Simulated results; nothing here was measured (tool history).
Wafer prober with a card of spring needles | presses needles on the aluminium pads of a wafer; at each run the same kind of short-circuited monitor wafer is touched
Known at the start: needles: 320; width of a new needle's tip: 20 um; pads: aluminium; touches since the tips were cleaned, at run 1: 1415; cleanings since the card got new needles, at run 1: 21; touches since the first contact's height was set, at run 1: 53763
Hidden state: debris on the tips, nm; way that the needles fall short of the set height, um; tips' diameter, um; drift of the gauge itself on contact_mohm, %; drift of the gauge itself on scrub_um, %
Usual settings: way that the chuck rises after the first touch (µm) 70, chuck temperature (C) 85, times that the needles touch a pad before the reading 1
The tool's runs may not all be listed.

run     day  way that the chuck rises after the first touch (µm)  chuck temperature (C)  times that the needles touch a pad before the reading  touches since the tips were cleaned  cleanings since the card got new needles  touches since the first contact's height was set  resistance of one needle with its contact and lead (mohm)  way that a needle slides on the pad (µm)
  1       0                                                   70                     85                                                      1                                 1415                                        21                                             53763                                                        224                                      14.1
      0.092  -- tips cleaned on abrasive film
      0.333  -- tips cleaned on abrasive film
      0.567  -- tips cleaned on abrasive film
  2   0.675                                                   70                     85                                                      1                                 1099                                        24                                             60466                                                        221                                      14.3
      0.833  -- tips cleaned on abrasive film
      1.079  -- tips cleaned on abrasive film
  3   1.196                                                   70                     85                                                      1                                 1179                                        26                                             65662                                                        232                                     13.86
      1.312  -- tips cleaned on abrasive film
       1.55  -- tips cleaned on abrasive film
        1.8  -- tips cleaned on abrasive film
  4   1.883                                                   70                     85                                                      1                                  830                                        29                                             72475                                                        219                                     13.76
       2.05  -- tips cleaned on abrasive film
  5   2.258                                                   70                     85                                                      1                                 2107                                        30                                             76235                                                        239                                      13.8
      2.304  -- tips cleaned on abrasive film
      2.562  -- tips cleaned on abrasive film
  6   2.729                                                   70                     85                                                      1                                 1703                                        32                                             80897                                                        238                                        14
      2.812  -- tips cleaned on abrasive film
      3.054  -- tips cleaned on abrasive film
  7   3.117                                                   70                     85                                                      1                                  632                                        34                                             84724                                                        215                                     13.73
      3.304  -- tips cleaned on abrasive film
      3.558  -- tips cleaned on abrasive film
  8   3.738                                                   70                     57                                                      1                                 1840                                        36                                             90943                                                        228                                     13.74
      3.796  -- tips cleaned on abrasive film
      4.042  -- tips cleaned on abrasive film
  9   4.167                                                   70                     57                                                      1                                 1244                                        38                                             95165                                                        223                                     13.86
      4.279  -- tips cleaned on abrasive film
      4.538  -- tips cleaned on abrasive film
      4.796  -- tips cleaned on abrasive film
 10   4.812                                                   70                     57                                                      1                                  157                                        41                                            101578                                                        204                                     13.55
      5.025  -- tips cleaned on abrasive film
      5.254  -- tips cleaned on abrasive film
 11   5.254                                                   70                     57                                                      1                                    0                                        43                                            105945                                                        198                                      13.8
      5.504  -- tips cleaned on abrasive film
 12   5.592                                                   70                     57                                                      1                                  869                                        44                                            109325                                                        219                                      13.7
      5.729  -- tips cleaned on abrasive film
 13   5.908                                                   70                     57                                                      1                                 1797                                        45                                            112483                                                        239                                     13.66
      5.967  -- tips cleaned on abrasive film
      6.233  -- tips cleaned on abrasive film
 14   6.242                                                   78                     85                                                      1                                   90                                        47                                            115793                                                        202                                     15.52
      6.496  -- tips cleaned on abrasive film
      6.742  -- tips cleaned on abrasive film
 15   6.942                                                   70                     85                                                      2                                 2038                                        49                                            122790                                                        224                                     13.83
      6.996  -- tips cleaned on abrasive film
      7.267  -- tips cleaned on abrasive film
      7.512  -- tips cleaned on abrasive film
 16   7.679                                                   70                     85                                                      2                                 1698                                        52                                            130127                                                        220                                     13.49
      7.742  -- tips cleaned on abrasive film
      7.975  -- tips cleaned on abrasive film
 17   8.167                                                   86                     77                                                      1                                 1946                                        54                                            134952                                                        221                                     17.03
      8.225  -- tips cleaned on abrasive film
      8.471  -- tips cleaned on abrasive film
 18   8.662                                                   77                     74                                                      1                                 1941                                        56                                            139873                                                        230                                     14.95
      8.712  -- tips cleaned on abrasive film
      8.979  -- tips cleaned on abrasive film
 19   9.079                                                   77                     74                                                      2                                  985                                        58                                            143993                                                        205                                     15.02
      9.242  -- tips cleaned on abrasive film
      9.488  -- tips cleaned on abrasive film
 20   9.562                                                   77                     46                                                      2                                  757                                        60                                            148813                                                        201                                     14.74
      9.721  -- tips cleaned on abrasive film
 21   9.896                                                   77                     46                                                      2                                 1746                                        61                                            152126                                                        212                                     15.06
      9.975  -- tips cleaned on abrasive film
     10.242  -- tips cleaned on abrasive film
 22  10.404                                                   74                     33                                                      1                                 1635                                        63                                            157203                                                        227                                      14.3
     10.496  -- tips cleaned on abrasive film
     10.717  -- tips cleaned on abrasive film
 23  10.717                                                   90                     46                                                      2                                    0                                        65                                            160281                                                        185                                     17.17

Run 24 comes next. What will it give?
     10.958  -- tips cleaned on abrasive film
 24  11.062                                                   70                    114                                                      3                                 1061                                        66                                            163746                                                          ?                                         ?

Run 24 gave resistance of one needle with its contact and lead (mohm) 213, way that a needle slides on the pad (µm) 13.36.
Without the tool's hidden state the same run would have given resistance of one needle with its contact and lead (mohm) 201, way that a needle slides on the pad (µm) 14.22.

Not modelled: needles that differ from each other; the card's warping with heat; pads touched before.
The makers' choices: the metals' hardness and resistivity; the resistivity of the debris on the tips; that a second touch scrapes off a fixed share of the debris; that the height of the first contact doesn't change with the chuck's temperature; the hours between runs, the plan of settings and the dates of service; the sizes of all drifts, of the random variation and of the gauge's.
